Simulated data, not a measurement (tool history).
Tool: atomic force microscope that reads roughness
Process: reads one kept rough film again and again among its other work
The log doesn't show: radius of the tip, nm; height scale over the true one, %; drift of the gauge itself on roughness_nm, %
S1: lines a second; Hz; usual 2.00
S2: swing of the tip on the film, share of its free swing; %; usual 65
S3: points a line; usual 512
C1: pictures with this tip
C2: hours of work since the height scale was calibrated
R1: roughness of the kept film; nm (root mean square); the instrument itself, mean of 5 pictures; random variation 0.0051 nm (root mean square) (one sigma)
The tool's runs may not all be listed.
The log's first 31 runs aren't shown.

run,hour,S1,S2,S3,C1,C2,R1
32,329.2,2.00,84,967,54,415,0.744
33,337.9,0.68,88,305,64,421,0.779
34,346.2,0.68,88,468,73,426,0.782
35,354.8,2.96,74,512,83,432,0.751
36,366.5,2.96,60,414,96,439,0.783
37,373.5,0.82,60,414,104,444,0.817
38,380.1,0.64,77,404,111,448,0.796
39,389.2,2.00,56,260,121,454,0.802
40,403.8,2.63,67,582,137,463,0.780
41,410.9,3.14,79,788,145,467,0.722
42,420.4,0.90,79,684,156,474,0.791
43,429.6,0.90,79,684,166,479,0.787
44,437.2,1.19,71,684,174,484,0.802
45,445.4,1.19,84,932,184,490,0.774
46,457.5,1.19,84,932,197,497,0.762
47,464.8,2.00,65,271,205,502,0.782
48,480.0,2.00,62,555,222,512,0.801
49,489.2,2.34,65,340,232,518,0.788
50,497.6,2.34,65,340,242,523,0.774

3 ways to go on from here, each from the tool as it stands after run 50. What would each give?
A,509.8,0.63,88,885,255,531,?
B,509.8,3.10,78,340,255,531,?
C,509.8,3.81,78,270,255,531,?

run,R1
A,0.790
B,0.711
C,0.693
Without the tool's hidden state the same runs would have given:
run,R1
A,0.794
B,0.715
C,0.697
